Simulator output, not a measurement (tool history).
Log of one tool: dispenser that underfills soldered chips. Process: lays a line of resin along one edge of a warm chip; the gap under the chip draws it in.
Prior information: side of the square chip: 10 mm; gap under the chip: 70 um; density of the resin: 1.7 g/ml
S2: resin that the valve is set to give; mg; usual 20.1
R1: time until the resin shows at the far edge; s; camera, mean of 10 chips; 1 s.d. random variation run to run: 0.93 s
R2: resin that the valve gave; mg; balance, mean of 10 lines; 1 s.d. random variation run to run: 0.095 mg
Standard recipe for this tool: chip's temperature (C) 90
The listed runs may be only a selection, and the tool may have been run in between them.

run 1 hour=0.0 | chip's_temperature_(C)=90 S2=20.1 | R1=109.9 R2=19.28
run 2 hour=2.6 | chip's_temperature_(C)=90 S2=19.3 | R1=124.9 R2=18.63
run 3 hour=5.4 | chip's_temperature_(C)=90 S2=19.3 | R1=136.1 R2=18.73
run 4 hour=9.8 | chip's_temperature_(C)=90 S2=20.2 | R1=100.0 R2=19.44
run 5 hour=13.2 | chip's_temperature_(C)=90 S2=20.2 | R1=114.6 R2=19.41
run 6 hour=16.3 | chip's_temperature_(C)=90 S2=18.0 | R1=130.0 R2=17.30
run 7 hour=20.3 | chip's_temperature_(C)=91 S2=20.1 | R1=84.7 R2=19.18
run 8 hour=23.1 | chip's_temperature_(C)=90 S2=19.1 | R1=98.4 R2=18.43
run 9 hour=25.9 | chip's_temperature_(C)=90 S2=19.1 | R1=108.4 R2=18.25
run 10 hour=29.4 | chip's_temperature_(C)=90 S2=19.1 | R1=122.1 R2=18.28
run 11 hour=34.4 | chip's_temperature_(C)=90 S2=19.1 | R1=92.6 R2=18.12
run 12 hour=37.6 | chip's_temperature_(C)=87 S2=19.3 | R1=118.1 R2=18.45
run 13 hour=42.5 | chip's_temperature_(C)=87 S2=26.0 | R1=137.5 R2=24.53
run 14 hour=46.5 | chip's_temperature_(C)=102 S2=19.6 | R1=80.3 R2=19.60
run 15 hour=50.7 | chip's_temperature_(C)=89 S2=22.1 | R1=98.4 R2=22.02
run 16 hour=52.8 | chip's_temperature_(C)=89 S2=22.1 | R1=106.5 R2=22.03
run 17 hour=56.2 | chip's_temperature_(C)=89 S2=22.1 | R1=121.6 R2=21.93
run 18 hour=60.3 | chip's_temperature_(C)=89 S2=22.1 | R1=141.3 R2=21.97
run 19 hour=63.1 | chip's_temperature_(C)=89 S2=22.1 | R1=95.0 R2=22.35
run 20 hour=67.5 | chip's_temperature_(C)=89 S2=22.1 | R1=109.9 R2=21.98
run 21 hour=69.8 | chip's_temperature_(C)=87 S2=19.4 | R1=135.6 R2=19.09
run 22 hour=72.8 | chip's_temperature_(C)=102 S2=17.3 | R1=79.2 R2=17.17

Withheld: 6 entries from between the runs. Position of each, and hidden state at the listed run before versus the listed run after:
Runs 3 to 4: new syringe of resin (hour 6.7)
  resin's viscosity, % of fresh resin's: 154.5 -> 113.5; dose that the valve gives, % of what is set: 96.39 -> 96.24; true chip temperature over the reading, C: 0.09 -> 0.08
  difference, measured minus the result without the unlogged condition, R1: +48.1 -> +11.9 s; R2: -0.70 -> -0.76 mg
Runs 6 to 7: new syringe of resin (hour 20.3)
  resin's viscosity, % of fresh resin's: 143.2 -> 99.5; dose that the valve gives, % of what is set: 95.98 -> 95.84; true chip temperature over the reading, C: 0.07 -> 0.06
  difference, measured minus the result without the unlogged condition, R1: +39.6 -> -0.3 s; R2: -0.72 -> -0.83 mg
Runs 10 to 11: new syringe of resin (hour 33.8)
  resin's viscosity, % of fresh resin's: 137.7 -> 102.5; dose that the valve gives, % of what is set: 95.48 -> 95.28; true chip temperature over the reading, C: 0.04 -> 0.03
  difference, measured minus the result without the unlogged condition, R1: +33.8 -> +2.7 s; R2: -0.87 -> -0.89 mg
Runs 13 to 14: dispensing valve cleaned and set on the balance (hour 45.6)
  resin's viscosity, % of fresh resin's: 136.9 -> 152.5; dose that the valve gives, % of what is set: 94.95 -> 100.09; true chip temperature over the reading, C: 0.02 -> 0.01
  difference, measured minus the result without the unlogged condition, R1: +37.0 -> +27.7 s; R2: -1.30 -> +0.02 mg
Runs 14 to 15: new syringe of resin (hour 48.5)
  resin's viscosity, % of fresh resin's: 152.5 -> 107.4; dose that the valve gives, % of what is set: 100.09 -> 99.95; true chip temperature over the reading, C: 0.01 -> 0
  difference, measured minus the result without the unlogged condition, R1: +27.7 -> +6.8 s; R2: +0.02 -> -0.01 mg
Runs 18 to 19: new syringe of resin (hour 62.2)
  resin's viscosity, % of fresh resin's: 152.1 -> 103.1; dose that the valve gives, % of what is set: 99.57 -> 99.48; true chip temperature over the reading, C: -0.01 -> -0.02
  difference, measured minus the result without the unlogged condition, R1: +48.5 -> +2.9 s; R2: -0.09 -> -0.11 mg

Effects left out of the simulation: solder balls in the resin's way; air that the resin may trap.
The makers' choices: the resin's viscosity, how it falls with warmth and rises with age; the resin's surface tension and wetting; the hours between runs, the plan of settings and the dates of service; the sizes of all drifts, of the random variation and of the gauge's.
